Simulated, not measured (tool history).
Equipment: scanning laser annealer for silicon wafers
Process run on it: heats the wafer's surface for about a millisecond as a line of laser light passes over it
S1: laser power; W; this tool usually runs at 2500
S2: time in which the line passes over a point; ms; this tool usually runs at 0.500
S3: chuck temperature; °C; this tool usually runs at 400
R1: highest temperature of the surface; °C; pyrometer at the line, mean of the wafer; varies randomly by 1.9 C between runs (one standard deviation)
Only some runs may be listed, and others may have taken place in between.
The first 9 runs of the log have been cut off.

Run 10, hour 229.4: usual settings but S3 419 °C. Result: R1 1169 °C.
Run 11, hour 266.2: usual settings but S3 419 °C. Result: R1 1161 °C.
Run 12, hour 302.5: usual settings but S3 419 °C. Result: R1 1159 °C.
Run 13, hour 319.2: usual settings. Result: R1 1135 °C.
Run 14, hour 354.8: usual settings but S2 0.495 ms. Result: R1 1133 °C.
Run 15, hour 385.5: usual settings. Result: R1 1131 °C.
At hour 392.7: window over the wafer cleaned, once more.
Run 16, hour 418.5: usual settings but S3 370 °C. Result: R1 1175 °C.
Run 17, hour 450.6: usual settings but S3 370 °C. Result: R1 1174 °C.
Run 18, hour 488.3: usual settings but S3 370 °C. Result: R1 1167 °C.
Run 19, hour 506.5: usual settings but S3 370 °C. Result: R1 1168 °C.
Run 20, hour 532.3: usual settings. Result: R1 1195 °C.
Run 21, hour 560.5: usual settings. Result: R1 1189 °C.
Run 22, hour 594.2: usual settings but S1 2180 W, S2 0.357 ms, S3 433 °C. Result: R1 1005 °C.
Run 23, hour 615.5: usual settings but S1 2180 W, S2 0.357 ms, S3 433 °C. Result: R1 1005 °C.
Run 24, hour 652.1: usual settings but S1 2296 W, S3 403 °C. Result: R1 1125 °C.
Run 25, hour 678.6: usual settings but S1 2434 W, S2 0.367 ms, S3 432 °C. Result: R1 1074 °C.
Run 26, hour 715.4: usual settings but S1 2671 W, S2 0.488 ms, S3 432 °C. Result: R1 1249 °C.
Run 27, hour 745.0: usual settings but S2 0.546 ms, S3 360 °C. Result: R1 1174 °C.
Run 28, hour 767.9: usual settings but S1 2654 W, S2 0.397 ms, S3 419 °C. Result: R1 1140 °C.
Run 29, hour 794.3: usual settings but S1 2654 W, S2 0.364 ms, S3 383 °C. Result: R1 1065 °C.
Run 30, hour 832.2: usual settings but S1 2616 W, S2 0.508 ms, S3 366 °C. Result: R1 1175 °C.

The next listed run, before its measurement:
Run 31, hour 864.9: usual settings but S1 2407 W, S2 0.405 ms, S3 366 °C. Result: R1 ?.

{"run 31": {"R1": 1023}}
The same run, on a tool lacking any hidden state, would have yielded R1 1063 °C.
